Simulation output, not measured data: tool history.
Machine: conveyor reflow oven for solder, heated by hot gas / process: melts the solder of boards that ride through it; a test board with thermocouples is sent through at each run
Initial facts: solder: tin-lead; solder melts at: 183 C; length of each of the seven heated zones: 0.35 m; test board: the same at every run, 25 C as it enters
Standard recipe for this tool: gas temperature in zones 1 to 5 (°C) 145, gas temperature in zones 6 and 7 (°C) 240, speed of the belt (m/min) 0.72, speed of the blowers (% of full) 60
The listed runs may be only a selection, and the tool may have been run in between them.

run,day,gas temperature in zones 1 to 5 (°C),gas temperature in zones 6 and 7 (°C),speed of the belt (m/min),speed of the blowers (% of full),highest temperature of the board (°C),time above the solder's melting point (s)
1,0,145,240,0.72,60,225.4,49.5
2,0.504,145,240,0.72,60,224.9,50.1
3,1.021,145,238,0.72,60,223.8,49.3
4,1.867,145,238,0.72,60,223.7,48.9
5,2.354,145,238,0.72,60,223.7,49.1
# day 3.183: flux residue cleaned out of gas plates and filters
6,3.421,145,240,0.794,60,222.8,44.3
7,3.817,145,240,0.794,65,224.3,45.1
8,4.558,145,240,0.794,65,224.1,44.8
9,5,145,240,0.853,60,220.2,39.6
10,5.804,145,234,0.72,60,220.6,48.1
11,6.675,145,234,0.72,60,220.9,47.8
12,7.05,145,234,0.72,60,221.2,48.2
13,7.946,145,244,0.72,60,229.8,52.2
14,8.838,145,240,0.72,60,225.9,50.7
15,9.333,145,240,0.72,60,226,50.6
# day 10.079: thermocouples of zones 6 and 7 changed
16,10.112,145,240,0.72,60,223,48.8
17,10.971,131,238,0.782,60,215.7,37.4
18,11.55,131,238,0.782,60,215.8,37.4
19,12.325,145,240,0.645,60,226.5,57
20,12.704,143,243,0.632,85,232.7,60.7
21,13.367,143,247,0.814,85,229.5,45.5
22,14.204,155,251,0.821,79,233.6,49.8
# day 14.6: flux residue cleaned out of gas plates and filters
23,14.988,152,254,0.72,60,236.5,57.2
24,15.617,152,254,0.72,60,236.6,56.8
25,16.058,145,240,0.687,74,227.3,53.9
26,16.921,145,240,0.687,74,227.1,53.8
27,17.325,135,240,0.72,60,221.3,45.8
28,17.738,135,240,0.72,60,221.2,46.1
29,18.354,152,242,0.587,50,229.8,66.8
30,19.029,152,242,0.587,50,230.2,67.2

For some of the steps in highest temperature of the board (°C) from one run to the next: how much would appear even if the tool had no hidden state, given the settings, what came in and random variation, and how much remains for the hidden state plus any gauge scatter that the measured result and the result without hidden state don't share?
The tool's hidden condition here consists of: heat that the gas passes to the board, % of a clean oven's; belt's true speed, % of the reading; true gas temperature in zones 6 and 7 over the reading, C; drift of the gauge itself on peak_c, C; drift of the gauge itself on liquid_s, %.
Run 5 -> 6: gas temperature in zones 6 and 7 (°C) 238 -> 240, speed of the belt (m/min) 0.72 -> 0.794, flux residue cleaned out of gas plates and filters. highest temperature of the board (°C) -0.9: hidden state +0.7, all else -1.6.
Run 12 -> 13: gas temperature in zones 6 and 7 (°C) 234 -> 244. highest temperature of the board (°C) +8.6: hidden state +0, all else +8.6.
Run 15 -> 16: thermocouples of zones 6 and 7 changed. highest temperature of the board (°C) -3: hidden state -3.2, all else +0.2.
Run 18 -> 19: gas temperature in zones 1 to 5 (°C) 131 -> 145, gas temperature in zones 6 and 7 (°C) 238 -> 240, speed of the belt (m/min) 0.782 -> 0.645. highest temperature of the board (°C) +10.7: hidden state +0.1, all else +10.6.
Run 22 -> 23: gas temperature in zones 1 to 5 (°C) 155 -> 152, gas temperature in zones 6 and 7 (°C) 251 -> 254, speed of the belt (m/min) 0.821 -> 0.72, speed of the blowers (% of full) 79 -> 60, flux residue cleaned out of gas plates and filters. highest temperature of the board (°C) +2.9: hidden state +0.6, all else +2.3.
Run 24 -> 25: gas temperature in zones 1 to 5 (°C) 152 -> 145, gas temperature in zones 6 and 7 (°C) 254 -> 240, speed of the belt (m/min) 0.72 -> 0.687, speed of the blowers (% of full) 60 -> 74. highest temperature of the board (°C) -9.3: hidden state -0.1, all else -9.2.
